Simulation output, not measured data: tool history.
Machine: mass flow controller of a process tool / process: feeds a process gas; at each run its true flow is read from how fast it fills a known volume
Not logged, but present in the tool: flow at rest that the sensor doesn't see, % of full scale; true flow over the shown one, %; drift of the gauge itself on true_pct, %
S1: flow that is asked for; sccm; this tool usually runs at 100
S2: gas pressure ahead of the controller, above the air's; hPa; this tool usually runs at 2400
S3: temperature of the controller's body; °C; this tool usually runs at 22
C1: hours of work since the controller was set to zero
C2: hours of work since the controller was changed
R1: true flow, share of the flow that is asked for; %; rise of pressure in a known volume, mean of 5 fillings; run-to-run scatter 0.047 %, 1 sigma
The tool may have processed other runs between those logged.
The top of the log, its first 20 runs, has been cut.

run    hour   S1    S2  S3    C1    C2     R1
 21  1440.2  100  2400  21  1339  1339  97.77
 22  1516.3  100  2400  22  1371  1371  97.77
 23  1608.8  100  2400  22  1409  1409  97.82
 24  1711.4   23  1570  38  1452  1452  95.99
 25  1783.3  162  1780  31  1482  1482  99.58
 26  1851.2  162  1780  31  1511  1511  99.53
 27  1914.2  162  1780  31  1537  1537   99.5
 28  2010.7   43  1940  24  1577  1577  96.44
 29  2074.6  100  1410  22  1604  1604  98.17
 30  2159.5  100  1410  22  1639  1639   98.1
 31  2262.8  140  1870  38  1683  1683  99.41
 32  2326.1  158  1760  38  1709  1709  99.81
 33  2406.5   71  1760  31  1743  1743  97.68
 34  2501.7   39  2550  31  1782  1782  96.25
 35  2582.2   39  2550  31  1816  1816   96.2
 36  2659.4   29  1460  40  1848  1848  96.26
 37    2729   29  1460  40  1877  1877  96.33
 38  2825.1   63  1780  23  1917  1917  97.09
 39  2915.5   63  1780  23  1955  1955  97.11

Forecast run 40:
 40  2959.5  63  1780  23  1974  1974   ?

Run 40 yielded R1 97.07 %.
Without the tool's hidden state the same run would have given R1 97.94 %.
